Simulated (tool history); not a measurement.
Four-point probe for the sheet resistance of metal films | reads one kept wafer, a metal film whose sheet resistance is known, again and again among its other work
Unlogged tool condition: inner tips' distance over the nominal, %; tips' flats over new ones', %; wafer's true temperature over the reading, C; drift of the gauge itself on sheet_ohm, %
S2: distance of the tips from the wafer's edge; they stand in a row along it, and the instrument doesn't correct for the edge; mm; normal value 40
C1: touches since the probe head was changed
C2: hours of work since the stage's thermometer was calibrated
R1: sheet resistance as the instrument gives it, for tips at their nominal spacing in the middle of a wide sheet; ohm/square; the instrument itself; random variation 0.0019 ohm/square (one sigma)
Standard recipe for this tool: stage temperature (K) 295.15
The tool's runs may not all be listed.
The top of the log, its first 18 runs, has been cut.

Run 19, hour 852.6: usual settings; C1 103134; C2 1255. Result: R1 9.536553 ohm/square.
Run 20, hour 885: usual settings; C1 104371; C2 1273. Result: R1 9.532378 ohm/square.
Run 21, hour 938.1: usual settings but S2 43 mm; C1 106392; C2 1303. Result: R1 9.536284 ohm/square.
Run 22, hour 970.7: usual settings but S2 43 mm; C1 107638; C2 1321. Result: R1 9.53312 ohm/square.
Run 23, hour 1010.7: usual settings but stage temperature (K) 302.15, S2 51 mm; C1 109160; C2 1344. Result: R1 9.487063 ohm/square.
Run 24, hour 1059.3: usual settings but stage temperature (K) 299.15, S2 51 mm; C1 111013; C2 1371. Result: R1 9.505284 ohm/square.
Run 25, hour 1115.6: usual settings but stage temperature (K) 299.15, S2 51 mm; C1 113158; C2 1402. Result: R1 9.505152 ohm/square.
Run 26, hour 1157.3: usual settings but stage temperature (K) 306.15, S2 14 mm; C1 114746; C2 1426. Result: R1 9.504235 ohm/square.

Run 27 has not been measured yet. What should we expect?
Run 27, hour 1222.8: usual settings but stage temperature (K) 294.15, S2 8 mm; C1 117244; C2 1462. Result: R1 ?.

R1: 9.666262 ohm/square
With no hidden state in the tool, this same run would have given R1 9.665436 ohm/square.

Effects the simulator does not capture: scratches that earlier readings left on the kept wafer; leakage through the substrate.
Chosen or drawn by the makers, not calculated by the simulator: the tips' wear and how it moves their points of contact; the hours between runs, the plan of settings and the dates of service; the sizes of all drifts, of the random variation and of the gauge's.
